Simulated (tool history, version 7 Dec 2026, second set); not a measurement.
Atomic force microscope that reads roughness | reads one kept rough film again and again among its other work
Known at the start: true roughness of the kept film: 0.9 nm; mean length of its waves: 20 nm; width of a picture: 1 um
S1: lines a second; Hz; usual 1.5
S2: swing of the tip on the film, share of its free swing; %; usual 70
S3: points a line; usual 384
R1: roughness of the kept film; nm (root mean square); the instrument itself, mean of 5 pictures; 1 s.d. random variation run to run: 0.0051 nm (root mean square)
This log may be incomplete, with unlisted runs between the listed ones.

run 1 day=0 | S1=1.5 S2=70 S3=384 | R1=0.788
run 2 day=1.788 | S1=1.5 S2=70 S3=384 | R1=0.769
run 3 day=4.35 | S1=1.5 S2=70 S3=384 | R1=0.733
-- day=5.158 new tip fitted
run 4 day=6.771 | S1=1.5 S2=70 S3=384 | R1=0.771
run 5 day=8.483 | S1=1.5 S2=70 S3=384 | R1=0.754
run 6 day=9.733 | S1=1.5 S2=70 S3=384 | R1=0.72
-- day=10.708 new tip fitted
run 7 day=11.121 | S1=1.5 S2=70 S3=384 | R1=0.798
run 8 day=13.296 | S1=1.5 S2=70 S3=384 | R1=0.762
run 9 day=15.992 | S1=1.5 S2=70 S3=384 | R1=0.734
-- day=16.167 new tip fitted
-- day=16.208 height scale calibrated on a step standard
run 10 day=18.662 | S1=1.5 S2=70 S3=384 | R1=0.773
run 11 day=19.946 | S1=1.5 S2=70 S3=384 | R1=0.754
-- day=21.792 new tip fitted
run 12 day=22.067 | S1=1.5 S2=70 S3=384 | R1=0.805
run 13 day=24.471 | S1=1.5 S2=70 S3=384 | R1=0.759
run 14 day=26.883 | S1=1.5 S2=70 S3=384 | R1=0.727
-- day=27.275 new tip fitted
-- day=27.671 height scale calibrated on a step standard, once more
run 15 day=29.696 | S1=1.5 S2=70 S3=384 | R1=0.758
run 16 day=31.275 | S1=1.5 S2=89 S3=384 | R1=0.664
run 17 day=32.725 | S1=1.22 S2=80 S3=384 | R1=0.679
-- day=32.979 new tip fitted
run 18 day=34.375 | S1=2.93 S2=76 S3=817 | R1=0.704
run 19 day=36.833 | S1=3.32 S2=60 S3=828 | R1=0.742
-- day=38.492 new tip fitted
run 20 day=39.271 | S1=2.33 S2=70 S3=560 | R1=0.768
run 21 day=40.704 | S1=1.36 S2=86 S3=917 | R1=0.724
run 22 day=41.938 | S1=0.91 S2=70 S3=384 | R1=0.766
-- day=44.075 new tip fitted
run 23 day=44.167 | S1=0.91 S2=70 S3=384 | R1=0.815
run 24 day=46.65 | S1=0.91 S2=70 S3=384 | R1=0.773
run 25 day=49.4 | S1=0.98 S2=85 S3=384 | R1=0.696
-- day=49.625 new tip fitted
run 26 day=51.654 | S1=3.77 S2=85 S3=649 | R1=0.606
run 27 day=54.054 | S1=2.53 S2=70 S3=384 | R1=0.707
-- day=55.208 new tip fitted
run 28 day=56.371 | S1=2.53 S2=70 S3=384 | R1=0.739
run 29 day=58.971 | S1=1.82 S2=73 S3=384 | R1=0.716
-- day=60.771 new tip fitted
run 30 day=61.438 | S1=1.82 S2=73 S3=384 | R1=0.767
run 31 day=62.854 | S1=1.38 S2=68 S3=524 | R1=0.778
run 32 day=64.888 | S1=1.23 S2=84 S3=757 | R1=0.709

5 ways to go on from here, each from the tool as it stands after run 32. What would each give?
-- day=66.25 new tip fitted
run A day=66.592 | S1=1.59 S2=57 S3=321 | R1=?
-- day=66.25 new tip fitted
run B day=66.592 | S1=1.23 S2=74 S3=401 | R1=?
-- day=66.25 new tip fitted
run C day=66.592 | S1=1.23 S2=63 S3=705 | R1=?
-- day=66.25 new tip fitted
run D day=66.592 | S1=1.43 S2=78 S3=856 | R1=?
-- day=66.25 new tip fitted
run E day=66.592 | S1=1.02 S2=55 S3=949 | R1=?

run=A R1=0.816
run=B R1=0.792
run=C R1=0.823
run=D R1=0.778
run=E R1=0.843
Take away the tool's hidden state, keep each run's random variation, and the runs would have read:
run=A R1=0.819
run=B R1=0.795
run=C R1=0.826
run=D R1=0.781
run=E R1=0.846
